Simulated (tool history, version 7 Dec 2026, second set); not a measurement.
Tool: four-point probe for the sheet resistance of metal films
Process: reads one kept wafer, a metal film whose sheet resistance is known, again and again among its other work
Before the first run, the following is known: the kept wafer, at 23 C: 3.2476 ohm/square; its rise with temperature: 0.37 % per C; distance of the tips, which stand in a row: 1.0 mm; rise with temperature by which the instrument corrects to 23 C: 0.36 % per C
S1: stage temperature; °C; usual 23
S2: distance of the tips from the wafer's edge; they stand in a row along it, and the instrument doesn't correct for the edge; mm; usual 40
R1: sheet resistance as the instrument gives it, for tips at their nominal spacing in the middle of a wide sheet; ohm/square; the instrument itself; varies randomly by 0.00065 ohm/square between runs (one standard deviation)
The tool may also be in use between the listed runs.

| run | hour | S1 | S2 | R1 |
|---|---|---|---|---|
| 1 | 0.0 | 23 | 40 | 3.242033 |
| 2 | 21.4 | 24 | 40 | 3.241979 |
| 3 | 40.4 | 24 | 40 | 3.241158 |
| 4 | 58.1 | 24 | 40 | 3.241843 |
| 5 | 67.4 | 24 | 40 | 3.241871 |
| 6 | 82.6 | 23 | 40 | 3.241091 |
| 7 | 101.6 | 19 | 40 | 3.238884 |
| 8 | 120.5 | 19 | 40 | 3.238648 |
| 9 | 135.6 | 19 | 40 | 3.239713 |
| 10 | 151.4 | 19 | 40 | 3.239734 |
| 11 | 165.7 | 23 | 40 | 3.242248 |
| 12 | 176.4 | 23 | 40 | 3.240253 |
| 13 | 194.4 | 23 | 5 | 3.308057 |
| 14 | 210.7 | 23 | 5 | 3.308435 |
| 15 | 224.2 | 23 | 5 | 3.307677 |
| 16 | 235.9 | 23 | 5 | 3.308127 |
| 17 | 257.8 | 23 | 5 | 3.309041 |
| 18 | 279.0 | 23 | 5 | 3.308481 |
| 19 | 301.2 | 23 | 5 | 3.309083 |
| 20 | 316.3 | 27 | 5 | 3.308917 |
| 21 | 333.1 | 27 | 5 | 3.308097 |
| 22 | 350.3 | 23 | 40 | 3.240727 |
| 23 | 363.3 | 23 | 40 | 3.238726 |
| 24 | 384.3 | 29 | 14 | 3.248893 |
| 25 | 406.5 | 21 | 40 | 3.239631 |
| 26 | 429.0 | 21 | 40 | 3.238702 |
| 27 | 448.8 | 21 | 40 | 3.238310 |
| 28 | 470.8 | 23 | 6 | 3.285768 |
| 29 | 484.7 | 23 | 6 | 3.286085 |
| 30 | 498.6 | 18 | 27 | 3.238905 |
| 31 | 519.1 | 30 | 14 | 3.249742 |
| 32 | 538.6 | 30 | 14 | 3.248445 |
| 33 | 558.0 | 23 | 32 | 3.238920 |
| 34 | 578.1 | 31 | 30 | 3.241798 |
| 35 | 598.5 | 23 | 4 | 3.343584 |
| 36 | 620.6 | 34 | 11 | 3.255263 |
| 37 | 642.0 | 32 | 43 | 3.241126 |
| 38 | 654.5 | 32 | 43 | 3.240022 |
| 39 | 671.2 | 23 | 5 | 3.305302 |
| 40 | 687.1 | 21 | 5 | 3.304659 |

Estimate the outcome of run 41 from the log above:
| 41 | 703.8 | 29 | 40 | ? |

For run 41 the tool returned R1 3.239037 ohm/square.
Without the tool's hidden state the same run would have given R1 3.249441 ohm/square.

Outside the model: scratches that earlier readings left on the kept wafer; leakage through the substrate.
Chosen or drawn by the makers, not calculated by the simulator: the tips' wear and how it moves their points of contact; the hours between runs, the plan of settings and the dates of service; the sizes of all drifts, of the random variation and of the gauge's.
